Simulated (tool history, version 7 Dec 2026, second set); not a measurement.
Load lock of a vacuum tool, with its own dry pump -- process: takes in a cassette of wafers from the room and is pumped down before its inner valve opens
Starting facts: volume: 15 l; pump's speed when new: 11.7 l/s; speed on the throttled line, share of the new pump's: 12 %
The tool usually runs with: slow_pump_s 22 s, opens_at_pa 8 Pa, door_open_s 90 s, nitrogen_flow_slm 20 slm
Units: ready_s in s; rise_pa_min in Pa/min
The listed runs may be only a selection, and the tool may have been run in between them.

run      day  slow_pump_s  opens_at_pa  door_open_s  nitrogen_flow_slm  incoming humidity of the room's air, %  ready_s  rise_pa_min
  1        0           22            8           90                 20                                    42.4     32.6        0.167
  2   20.375           11            8           90                 20                                    45.1       23         0.18
  3   44.062           22            8           90                 20                                    45.7     32.7        0.186
  4   60.667           22            8           90                 20                                    40.5       33        0.195
  5   79.412           22            8           90                 20                                    45.6     32.9        0.204
  6   94.388           22            8           90                 20                                    45.8     32.7         0.22
  7  110.612           22            8           38                 20                                    46.6     32.6        0.209
  8  135.512           22            8           38                 20                                    45.2     33.1        0.228
     157.846  -- dry pump taken out, an overhauled one fitted
  9  158.583           22            8           38                 20                                    44.5     31.8        0.244
 10  173.821           22            8           38                 20                                    44.1     31.6        0.259
 11  191.629           22            8           38                 20                                    43.4     31.8        0.265
 12  207.908           22            8           90                 13                                    45.1       32        0.295
 13  234.183           22            8           90                 13                                    46.3     31.8         0.32
 14  255.062           22            8           90                 13                                    43.1     31.6         0.33
 15   280.75           22            8           96                 20                                    42.6     32.2        0.336
 16  300.654           22            8           96                 20                                    44.4     31.8        0.363
 17  321.025           22            8           90                 20                                    43.5     32.1        0.373
 18  331.583           22            8           90                 13                                      47       32        0.397
 19  352.096           22            8           90                 13                                    42.4     32.2        0.403
 20  362.921           22            8          139                 20                                    47.2     32.3        0.422
 21  375.167           14           13           63                  7                                    44.9     24.6        0.431
 22  393.829           22           12           90                 20                                    42.3     31.7         0.44
 23  418.862           13            8           90                 20                                    46.7     24.4        0.459
 24  443.038           13            8           55                 20                                    43.4     24.5        0.471
 25  455.638           13            8           55                 26                                    47.8     24.3        0.481
 26  472.546           30            6          187                  4                                    48.3       40        0.556
 27  496.433           22            8           90                 20                                      45     32.4        0.515
 28  518.638           22            8           90                  7                                    49.8     32.5        0.567
 29  544.338           22            8           90                  7                                      44     32.7        0.587
 30  559.142           17            8           32                  7                                    47.8     28.3        0.587
 31  573.008           14            7          227                 16                                    43.5     25.8        0.621
 32  591.775           31           15           39                 12                                    45.5     39.8        0.626
 33  611.633           12           14           27                  4                                    45.2     23.5         0.64
 34  623.946           19            9           90                 20                                    47.8     29.9        0.676
 35  638.188           19            9           90                 20                                    43.4     30.3        0.668
 36  661.233           19            9           90                 20                                    46.2     30.2        0.696
     665.521  -- door's seal changed, seat wiped
 37  682.271           43            9           36                  4                                    43.5     50.7        0.043

4 ways to go on from here, each from the tool as it stands after run 37. What would each give?
     684.512  -- dry pump taken out, an overhauled one fitted
  A  701.458           43            9          185                  4                                    45.9        ?            ?
     684.512  -- dry pump taken out, an overhauled one fitted
  B  701.458           13            8           90                 20                                    44.4        ?            ?
     684.512  -- dry pump taken out, an overhauled one fitted
  C  701.458           43           10           26                 18                                    44.9        ?            ?
     684.512  -- dry pump taken out, an overhauled one fitted
  D  701.458           22            8           26                 20                                    43.4        ?            ?

run  ready_s  rise_pa_min
  A     50.3        0.082
  B     23.7        0.053
  C     49.9        0.038
  D     31.7        0.034
What these runs would have given with no unlogged condition in the tool:
run  ready_s  rise_pa_min
  A     50.3        0.072
  B     23.7        0.042
  C     49.9        0.028
  D     31.7        0.024

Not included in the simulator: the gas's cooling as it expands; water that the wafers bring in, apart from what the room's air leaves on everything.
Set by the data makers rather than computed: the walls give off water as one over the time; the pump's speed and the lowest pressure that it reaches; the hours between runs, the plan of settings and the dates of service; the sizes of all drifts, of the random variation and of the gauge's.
